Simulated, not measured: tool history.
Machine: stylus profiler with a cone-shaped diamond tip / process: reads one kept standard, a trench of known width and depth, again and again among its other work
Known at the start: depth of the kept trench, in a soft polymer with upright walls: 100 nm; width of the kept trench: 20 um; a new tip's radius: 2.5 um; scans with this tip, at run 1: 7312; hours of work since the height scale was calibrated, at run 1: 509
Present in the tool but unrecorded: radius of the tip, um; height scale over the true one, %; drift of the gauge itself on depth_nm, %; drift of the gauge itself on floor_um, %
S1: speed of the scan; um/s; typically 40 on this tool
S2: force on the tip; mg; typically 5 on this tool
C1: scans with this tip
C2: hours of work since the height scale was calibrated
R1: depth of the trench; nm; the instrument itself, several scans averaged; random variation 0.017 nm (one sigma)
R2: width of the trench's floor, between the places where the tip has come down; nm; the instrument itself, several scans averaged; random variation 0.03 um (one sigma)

run 1 hour=0 | S1=40 S2=5 | C1=7312 C2=509 | R1=101.66 R2=18000
run 2 hour=31.3 | S1=89 S2=5 | C1=7585 C2=528 | R1=101.74 R2=17860
run 3 hour=51.4 | S1=10 S2=5 | C1=7760 C2=540 | R1=101.68 R2=18070
run 4 hour=91.6 | S1=10 S2=5 | C1=8110 C2=565 | R1=101.68 R2=18110
run 5 hour=122 | S1=18 S2=5 | C1=8376 C2=583 | R1=101.7 R2=18060
run 6 hour=163.5 | S1=40 S2=5 | C1=8737 C2=608 | R1=101.72 R2=17980
run 7 hour=205 | S1=40 S2=5 | C1=9099 C2=633 | R1=101.71 R2=17960
run 8 hour=242.6 | S1=40 S2=5 | C1=9427 C2=656 | R1=101.72 R2=17890
run 9 hour=273.6 | S1=40 S2=5 | C1=9697 C2=675 | R1=101.72 R2=17900
run 10 hour=314.1 | S1=75 S2=5 | C1=10050 C2=700 | R1=101.75 R2=17770
run 11 hour=350.6 | S1=40 S2=3.31 | C1=10369 C2=722 | R1=101.36 R2=17860
-- hour=356.2 new tip fitted, height scale calibrated
run 12 hour=388.4 | S1=49 S2=3.31 | C1=281 C2=20 | R1=101.15 R2=18380
run 13 hour=426.5 | S1=40 S2=5 | C1=613 C2=43 | R1=101.57 R2=18440
run 14 hour=450.2 | S1=58 S2=5 | C1=820 C2=57 | R1=101.54 R2=18310
run 15 hour=495.4 | S1=58 S2=5 | C1=1213 C2=84 | R1=101.54 R2=18310
run 16 hour=519 | S1=58 S2=5 | C1=1419 C2=99 | R1=101.57 R2=18380
run 17 hour=543.9 | S1=40 S2=5.24 | C1=1636 C2=114 | R1=101.61 R2=18400
run 18 hour=575.4 | S1=40 S2=2.34 | C1=1911 C2=133 | R1=100.93 R2=18290
-- hour=579.4 height scale calibrated on a step standard
run 19 hour=617.3 | S1=40 S2=5 | C1=2271 C2=23 | R1=101.6 R2=18320
run 20 hour=661.3 | S1=40 S2=5 | C1=2655 C2=50 | R1=101.56 R2=18280
run 21 hour=703.8 | S1=40 S2=5 | C1=3026 C2=76 | R1=101.6 R2=18300
-- hour=708.7 height scale calibrated on a step standard, once more
run 22 hour=752.1 | S1=40 S2=5 | C1=3443 C2=26 | R1=101.56 R2=18310
run 23 hour=774.3 | S1=21 S2=5.84 | C1=3636 C2=40 | R1=101.71 R2=18280
run 24 hour=815.7 | S1=21 S2=5.84 | C1=3997 C2=65 | R1=101.73 R2=18270
run 25 hour=853.8 | S1=21 S2=5.84 | C1=4330 C2=88 | R1=101.71 R2=18290
run 26 hour=877.6 | S1=21 S2=5.84 | C1=4537 C2=103 | R1=101.7 R2=18300
run 27 hour=906.5 | S1=73 S2=2.25 | C1=4788 C2=120 | R1=100.91 R2=17940
run 28 hour=938.9 | S1=11 S2=4.73 | C1=5071 C2=140 | R1=101.52 R2=18250
run 29 hour=966.9 | S1=11 S2=4.73 | C1=5315 C2=157 | R1=101.49 R2=18260
run 30 hour=994.1 | S1=11 S2=4.73 | C1=5552 C2=173 | R1=101.49 R2=18220
run 31 hour=1027.7 | S1=11 S2=4.73 | C1=5845 C2=194 | R1=101.5 R2=18280
run 32 hour=1059.2 | S1=156 S2=6.99 | C1=6120 C2=213 | R1=101.95 R2=17780
run 33 hour=1093.8 | S1=17 S2=1.87 | C1=6421 C2=234 | R1=100.81 R2=18190
run 34 hour=1126.3 | S1=85 S2=10.46 | C1=6704 C2=253 | R1=102.58 R2=18020
run 35 hour=1150.7 | S1=85 S2=10.46 | C1=6917 C2=268 | R1=102.57 R2=18000
run 36 hour=1175.4 | S1=17 S2=2.15 | C1=7133 C2=283 | R1=100.92 R2=18120
run 37 hour=1214.3 | S1=29 S2=3.84 | C1=7472 C2=307 | R1=101.3 R2=18000
run 38 hour=1252.6 | S1=70 S2=3.68 | C1=7806 C2=330 | R1=101.28 R2=17870
run 39 hour=1296 | S1=15 S2=3.16 | C1=8184 C2=357 | R1=101.19 R2=18090
run 40 hour=1331.4 | S1=11 S2=3.15 | C1=8493 C2=378 | R1=101.2 R2=18060
run 41 hour=1352.6 | S1=134 S2=2.32 | C1=8678 C2=391 | R1=100.97 R2=17440
run 42 hour=1374.6 | S1=44 S2=7.15 | C1=8869 C2=404 | R1=102.03 R2=18050
run 43 hour=1418.3 | S1=44 S2=7.15 | C1=9250 C2=431 | R1=102.02 R2=17970

Consider 4 possible next runs. They are alternatives, not a sequence: every one starts from the tool as it was left by run 43. What does each give?
run A hour=1460.1 | S1=28 S2=10.01 | C1=9615 C2=456 | R1=? R2=?
run B hour=1460.1 | S1=20 S2=3.16 | C1=9615 C2=456 | R1=? R2=?
run C hour=1460.1 | S1=64 S2=5.43 | C1=9615 C2=456 | R1=? R2=?
run D hour=1460.1 | S1=105 S2=13.88 | C1=9615 C2=456 | R1=? R2=?

run=A R1=102.56 R2=18030
run=B R1=101.2 R2=17980
run=C R1=101.71 R2=17840
run=D R1=103.14 R2=17850
Take away the tool's hidden state, keep each run's random variation, and the runs would have read:
run=A R1=102.52 R2=18550
run=B R1=101.16 R2=18500
run=C R1=101.67 R2=18360
run=D R1=103.1 R2=18370
